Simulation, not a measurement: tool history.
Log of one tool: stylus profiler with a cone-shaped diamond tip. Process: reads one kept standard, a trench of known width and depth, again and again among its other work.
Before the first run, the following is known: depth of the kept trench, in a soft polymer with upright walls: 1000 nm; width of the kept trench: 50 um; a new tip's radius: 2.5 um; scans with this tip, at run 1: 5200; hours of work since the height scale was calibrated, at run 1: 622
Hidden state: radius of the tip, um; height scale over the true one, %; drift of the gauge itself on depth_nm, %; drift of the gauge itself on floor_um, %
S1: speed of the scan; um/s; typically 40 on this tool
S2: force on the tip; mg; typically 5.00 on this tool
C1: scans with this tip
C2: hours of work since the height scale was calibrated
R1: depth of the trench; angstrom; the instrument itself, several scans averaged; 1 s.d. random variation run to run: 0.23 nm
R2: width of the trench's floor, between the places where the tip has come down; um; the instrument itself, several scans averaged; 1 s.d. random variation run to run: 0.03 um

run   hour   S1     S2    C1    C2       R1     R2
  1    0.0   40   5.00  5200   622  10177.8  45.63
  2   31.4   16   5.00  5352   640  10180.3  45.66
  3   54.8   16   5.00  5465   654  10183.6  45.64
  4   87.8   16   5.00  5625   673  10183.5  45.63
  5  115.0   16   5.00  5757   689  10181.8  45.61
  6  138.5   40   5.00  5871   703  10183.1  45.59
  7  157.0   40   5.00  5961   713  10185.8  45.54
  8  176.6   40   5.00  6056   725  10185.7  45.55
  9  208.4   40   5.00  6210   743  10184.9  45.57
 10  245.0   40   5.00  6387   764  10187.8  45.58
 11  267.2   40   5.00  6495   777  10190.3  45.60
 12  292.4   40   3.00  6617   792  10148.6  45.52
 13  308.6   40   3.00  6696   801  10147.3  45.55
 14  327.3   40   5.00  6786   812  10185.9  45.53
 15  360.0   40   5.00  6945   831  10193.1  45.53
 16  389.9   40   5.00  7089   848  10186.4  45.53
 17  417.9   40   5.00  7225   865  10195.8  45.48
 18  449.0   40   5.00  7376   883  10192.1  45.54
 19  473.5   40   1.80  7495   897  10118.1  45.46
 20  493.6   40   1.80  7592   909  10120.0  45.51
 21  521.0  141   5.00  7725   924  10192.1  45.37
 22  543.9   62   5.60  7836   938  10204.8  45.47
 23  578.3  128   2.69  8003   958  10145.0  45.31
 24  605.3   94   3.05  8133   973  10151.5  45.37
 25  627.7   94   3.05  8242   986  10152.0  45.40
 26  663.1   24   3.19  8413  1007  10160.9  45.53
 27  678.7   16   5.15  8489  1016  10198.6  45.49
 28  694.0   10   5.15  8564  1025  10201.7  45.49
 29  724.8   77   5.15  8713  1043  10207.2  45.37
 30  746.0   77   5.15  8816  1055  10204.5  45.44
 31  775.1   25   3.71  8956  1072  10175.9  45.48
 32  808.2   17  12.29  9117  1091  10326.6  45.45
 33  840.8   17  12.29  9275  1110  10326.4  45.44
 34  864.5   17  12.29  9390  1124  10331.9  45.47

Below are 5 alternative next runs, each starting from the tool's condition after run 34. Predict each:
  A  887.8   32  12.29  9503  1137   ?   ?
  B  887.8   40   9.95  9503  1137   ?   ?
  C  887.8   75   5.25  9503  1137   ?   ?
  D  887.8  113  12.13  9503  1137   ?   ?
  E  887.8   28   5.00  9503  1137   ?   ?

run       R1     R2
  A  10327.1  45.45
  B  10290.7  45.42
  C  10211.1  45.39
  D  10329.3  45.40
  E  10208.6  45.41
With the hidden condition removed and each run's random variation left untouched, the same runs would have given:
run       R1     R2
  A  10269.8  45.98
  B  10233.5  45.95
  C  10154.4  45.92
  D  10271.9  45.93
  E  10151.9  45.95

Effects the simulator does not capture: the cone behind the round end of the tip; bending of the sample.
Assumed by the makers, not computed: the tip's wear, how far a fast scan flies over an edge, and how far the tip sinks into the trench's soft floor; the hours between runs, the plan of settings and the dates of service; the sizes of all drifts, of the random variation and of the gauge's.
